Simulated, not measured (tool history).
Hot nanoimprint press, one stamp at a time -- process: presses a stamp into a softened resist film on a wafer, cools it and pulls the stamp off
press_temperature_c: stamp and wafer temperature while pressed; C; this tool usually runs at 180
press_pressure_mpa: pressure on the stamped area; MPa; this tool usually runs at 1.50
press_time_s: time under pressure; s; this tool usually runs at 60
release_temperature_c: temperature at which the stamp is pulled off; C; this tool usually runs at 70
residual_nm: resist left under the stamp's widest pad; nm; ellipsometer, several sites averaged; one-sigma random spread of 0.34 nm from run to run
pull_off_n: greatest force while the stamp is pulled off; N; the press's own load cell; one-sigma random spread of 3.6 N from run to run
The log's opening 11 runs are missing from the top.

run	hour	press_temperature_c	press_pressure_mpa	press_time_s	release_temperature_c	hours of work since the thermocouple was calibrated	imprints on the stamp's release coat	hours of work since the press's seals were changed	residual_nm	pull_off_n
12	75.5	180	1.50	91	70	195	2180	84	67.7	173
13	81.5	180	1.50	86	70	199	2192	88	68.9	174
# hour 88.3: stamp cleaned and given a new release coat
14	94.0	180	1.50	60	59	203	11	92	79.1	204
15	99.3	180	1.50	60	59	206	22	95	79.1	206
16	104.7	180	1.50	71	68	209	32	98	73.8	178
17	111.6	187	2.15	71	68	214	46	102	48.3	182
18	117.9	186	1.50	53	70	217	58	106	68.9	169
19	123.5	186	1.50	53	70	221	69	109	68.9	169
20	131.4	180	1.50	111	70	225	85	114	62.8	170
21	137.8	180	1.50	111	70	229	97	118	62.2	169
22	146.4	180	1.50	43	70	234	114	123	89.0	171
23	152.9	180	1.50	53	71	238	127	127	83.1	169
24	157.5	180	1.50	53	71	241	136	130	82.6	171
25	165.4	180	1.50	53	71	246	152	134	83.4	170
26	170.6	180	1.13	54	59	249	162	138	95.0	196
27	176.2	180	1.50	71	76	252	173	141	74.9	154
28	180.0	180	1.50	55	66	255	181	143	81.2	182
29	186.2	180	1.50	104	66	258	193	147	65.0	189
30	193.1	170	1.50	79	70	262	207	151	99.2	173

What if the next run were any one of these 3? Each begins from the tool's condition after run 30:
A	198.9	187	1.50	60	70	266	218	155	?	?
B	198.9	183	1.50	92	70	266	218	155	?	?
C	198.9	182	1.46	79	67	266	218	155	?	?

run	residual_nm	pull_off_n
A	63.5	170
B	61.3	174
C	67.9	180
Had the tool no hidden state, the same runs would have come out as:
run	residual_nm	pull_off_n
A	63.4	170
B	61.2	174
C	67.8	179
